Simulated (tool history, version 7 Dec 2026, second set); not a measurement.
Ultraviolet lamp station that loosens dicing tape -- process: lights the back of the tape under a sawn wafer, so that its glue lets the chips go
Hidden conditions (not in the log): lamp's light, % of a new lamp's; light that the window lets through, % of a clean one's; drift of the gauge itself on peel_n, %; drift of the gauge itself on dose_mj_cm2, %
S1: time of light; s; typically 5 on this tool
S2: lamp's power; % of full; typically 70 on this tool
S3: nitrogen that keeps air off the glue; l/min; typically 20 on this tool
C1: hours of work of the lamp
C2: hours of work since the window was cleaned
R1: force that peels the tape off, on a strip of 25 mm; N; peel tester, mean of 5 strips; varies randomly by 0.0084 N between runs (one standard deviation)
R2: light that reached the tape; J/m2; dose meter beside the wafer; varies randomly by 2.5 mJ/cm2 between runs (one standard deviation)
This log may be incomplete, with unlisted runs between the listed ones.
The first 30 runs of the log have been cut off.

Run 31, day 38.729: usual settings but S1 9 s, S2 61 % of full, S3 19 l/min; C1 90; C2 82. Result: R1 0.204 N, R2 4420 J/m2.
Run 32, day 40.154: usual settings but S1 9 s, S2 61 % of full, S3 19 l/min; C1 111; C2 104. Result: R1 0.210 N, R2 4340 J/m2.
Run 33, day 41.462: usual settings but S2 67 % of full, S3 8 l/min; C1 131; C2 124. Result: R1 0.773 N, R2 2580 J/m2.
Run 34, day 43.012: usual settings but S2 67 % of full, S3 8 l/min; C1 155; C2 147. Result: R1 0.765 N, R2 2520 J/m2.
Run 35, day 44.821: usual settings but S2 67 % of full, S3 8 l/min; C1 183; C2 175. Result: R1 0.800 N, R2 2510 J/m2.
Run 36, day 45.596: usual settings but S1 8 s, S2 63 % of full, S3 8 l/min; C1 194; C2 187. Result: R1 0.387 N, R2 3700 J/m2.
Run 37, day 46.462: usual settings but S1 8 s, S2 63 % of full, S3 8 l/min; C1 208; C2 200. Result: R1 0.398 N, R2 3640 J/m2.
Run 38, day 48.354: usual settings but S1 3 s, S3 8 l/min; C1 236; C2 229. Result: R1 1.770 N, R2 1480 J/m2.
At day 49.258: window cleaned of glue's vapour.
Run 39, day 49.838: usual settings but S1 3 s, S2 61 % of full, S3 31 l/min; C1 259; C2 9. Result: R1 1.113 N, R2 1480 J/m2.
Run 40, day 51.750: usual settings but S1 7 s, S2 86 % of full, S3 38 l/min; C1 288; C2 38. Result: R1 0.176 N, R2 4670 J/m2.
Run 41, day 53.104: usual settings but S1 2 s, S2 63 % of full, S3 8 l/min; C1 309; C2 59. Result: R1 2.687 N, R2 940 J/m2.
Run 42, day 54.175: usual settings but S1 4 s, S2 64 % of full, S3 8 l/min; C1 325; C2 75. Result: R1 1.297 N, R2 1900 J/m2.

Predict each of these 4 candidate next runs independently; none follows another, all start after run 42:
Run A, day 55.138: usual settings but S1 7 s, S2 79 % of full, S3 7 l/min; C1 340; C2 90. Result: R1 ?, R2 ?.
Run B, day 55.138: usual settings but S1 3 s, S2 82 % of full, S3 31 l/min; C1 340; C2 90. Result: R1 ?, R2 ?.
Run C, day 55.138: usual settings but S1 4 s, S2 73 % of full, S3 7 l/min; C1 340; C2 90. Result: R1 ?, R2 ?.
Run D, day 55.138: usual settings but S1 4 s, S2 77 % of full, S3 26 l/min; C1 340; C2 90. Result: R1 ?, R2 ?.

run     R1    R2
  A  0.335  4100
  B  0.756  1840
  C  1.113  2190
  D  0.538  2270
The same runs, with their run-to-run variation unchanged, on a tool lacking any hidden condition would have given:
run     R1    R2
  A  0.254  4850
  B  0.549  2170
  C  0.835  2580
  D  0.388  2690

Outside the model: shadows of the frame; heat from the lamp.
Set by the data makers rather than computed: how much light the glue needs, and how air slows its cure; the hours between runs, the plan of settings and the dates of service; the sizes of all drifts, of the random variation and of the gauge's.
